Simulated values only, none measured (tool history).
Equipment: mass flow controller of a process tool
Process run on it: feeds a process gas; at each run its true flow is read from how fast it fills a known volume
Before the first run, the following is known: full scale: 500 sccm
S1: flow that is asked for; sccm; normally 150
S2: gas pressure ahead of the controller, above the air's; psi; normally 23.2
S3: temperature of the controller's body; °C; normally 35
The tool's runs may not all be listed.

run 1 day=0 | S1=150 S2=23.2 S3=35 | true_flow_(%)=98.54
run 2 day=7.446 | S1=150 S2=23.2 S3=23 | true_flow_(%)=97.98
run 3 day=19.933 | S1=150 S2=23.2 S3=23 | true_flow_(%)=97.87
run 4 day=29.796 | S1=115 S2=23.2 S3=35 | true_flow_(%)=98.31
run 5 day=35.95 | S1=115 S2=23.2 S3=35 | true_flow_(%)=98.23
run 6 day=44.038 | S1=115 S2=23.2 S3=35 | true_flow_(%)=98.13
run 7 day=56.154 | S1=115 S2=23.2 S3=35 | true_flow_(%)=98
run 8 day=68.267 | S1=115 S2=23.2 S3=35 | true_flow_(%)=98.04
run 9 day=81.554 | S1=115 S2=23.2 S3=35 | true_flow_(%)=98
run 10 day=95.775 | S1=115 S2=23.2 S3=35 | true_flow_(%)=97.82
run 11 day=109.546 | S1=115 S2=23.2 S3=35 | true_flow_(%)=97.81
run 12 day=118.104 | S1=115 S2=23.2 S3=35 | true_flow_(%)=97.7
run 13 day=130.829 | S1=115 S2=23.2 S3=35 | true_flow_(%)=97.67
run 14 day=137.296 | S1=115 S2=23.2 S3=27 | true_flow_(%)=97.06
run 15 day=147.8 | S1=115 S2=23.2 S3=27 | true_flow_(%)=97.21
run 16 day=156.579 | S1=150 S2=23.2 S3=35 | true_flow_(%)=97.57
run 17 day=166.379 | S1=282 S2=23.2 S3=35 | true_flow_(%)=98.46
run 18 day=173.921 | S1=282 S2=23.2 S3=35 | true_flow_(%)=98.52
run 19 day=186.654 | S1=282 S2=23.2 S3=35 | true_flow_(%)=98.36
run 20 day=196.275 | S1=282 S2=23.2 S3=35 | true_flow_(%)=98.17
run 21 day=204.288 | S1=227 S2=23.2 S3=35 | true_flow_(%)=97.96
run 22 day=216.533 | S1=227 S2=23.2 S3=35 | true_flow_(%)=97.95
run 23 day=226.667 | S1=127 S2=23.2 S3=35 | true_flow_(%)=97.29
run 24 day=236.929 | S1=53 S2=35.5 S3=24 | true_flow_(%)=95.86
run 25 day=248.483 | S1=53 S2=35.5 S3=24 | true_flow_(%)=95.62
run 26 day=261.342 | S1=53 S2=29.6 S3=26 | true_flow_(%)=95.73
run 27 day=273.8 | S1=388 S2=20.3 S3=21 | true_flow_(%)=97.9
run 28 day=282.862 | S1=362 S2=33.6 S3=35 | true_flow_(%)=99.6
run 29 day=289.354 | S1=75 S2=23.2 S3=22 | true_flow_(%)=97.35
run 30 day=300.704 | S1=75 S2=23.2 S3=22 | true_flow_(%)=97.18
run 31 day=311.492 | S1=80 S2=36.4 S3=29 | true_flow_(%)=97.27
run 32 day=322.896 | S1=80 S2=36.4 S3=29 | true_flow_(%)=97.35
run 33 day=329.125 | S1=168 S2=21.2 S3=27 | true_flow_(%)=98.03
run 34 day=340.479 | S1=358 S2=39.6 S3=35 | true_flow_(%)=98.92
run 35 day=348.842 | S1=358 S2=39.6 S3=35 | true_flow_(%)=99.08
run 36 day=358.925 | S1=358 S2=39.6 S3=35 | true_flow_(%)=98.91
run 37 day=372.288 | S1=358 S2=39.6 S3=35 | true_flow_(%)=98.92
run 38 day=382.146 | S1=335 S2=23.2 S3=35 | true_flow_(%)=99.19
run 39 day=392.833 | S1=295 S2=22.3 S3=35 | true_flow_(%)=98.92

Withheld: 2 entries from between the runs. Position of each, and hidden state at the listed run before versus the listed run after:
Runs 9 to 10: controller exchanged for a calibrated one (day 86.292)
  flow at rest that the sensor doesn't see, % of full scale: -0.003 -> -0.001; true flow over the shown one, %: 0.06 -> -0.01; drift of the gauge itself on true_pct, %: -0.44 -> -0.52
  what was measured, less what the result would be without the hidden state, true flow (%): -0.39 -> -0.52
Runs 27 to 28: gauge calibrated (day 278.825)
  drift of the gauge itself on true_pct, %: -1.49 -> -0.02
  what was measured, less what the result would be without the hidden state, true flow (%): -1.47 -> -0.01
